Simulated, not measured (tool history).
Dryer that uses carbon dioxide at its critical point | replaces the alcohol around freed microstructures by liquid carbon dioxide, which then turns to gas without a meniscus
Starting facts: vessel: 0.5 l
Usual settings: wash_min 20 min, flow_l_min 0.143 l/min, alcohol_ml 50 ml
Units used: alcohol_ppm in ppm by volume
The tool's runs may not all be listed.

Run 1, hour 0: usual settings. Result: alcohol_ppm 1696 ppm by volume.
Run 2, hour 22.9: usual settings. Result: alcohol_ppm 1743 ppm by volume.
Run 3, hour 44.9: usual settings. Result: alcohol_ppm 1787 ppm by volume.
Run 4, hour 71.3: usual settings. Result: alcohol_ppm 1888 ppm by volume.
Run 5, hour 107.1: usual settings. Result: alcohol_ppm 1893 ppm by volume.
Run 6, hour 134.8: usual settings. Result: alcohol_ppm 1983 ppm by volume.
Run 7, hour 158.5: usual settings. Result: alcohol_ppm 2081 ppm by volume.
Run 8, hour 174.1: usual settings. Result: alcohol_ppm 2229 ppm by volume.
Run 9, hour 203.6: usual settings but flow_l_min 0.123 l/min, alcohol_ml 81 ml. Result: alcohol_ppm 6234 ppm by volume.

Run 10, settings as shown, results not yet in. Your forecast:
Run 10, hour 238.6: usual settings but flow_l_min 0.12 l/min, alcohol_ml 81 ml. Result: alcohol_ppm ?.

alcohol_ppm: 6559 ppm by volume
Had the tool carried no hidden state, the very same run would have given alcohol_ppm 3948 ppm by volume.

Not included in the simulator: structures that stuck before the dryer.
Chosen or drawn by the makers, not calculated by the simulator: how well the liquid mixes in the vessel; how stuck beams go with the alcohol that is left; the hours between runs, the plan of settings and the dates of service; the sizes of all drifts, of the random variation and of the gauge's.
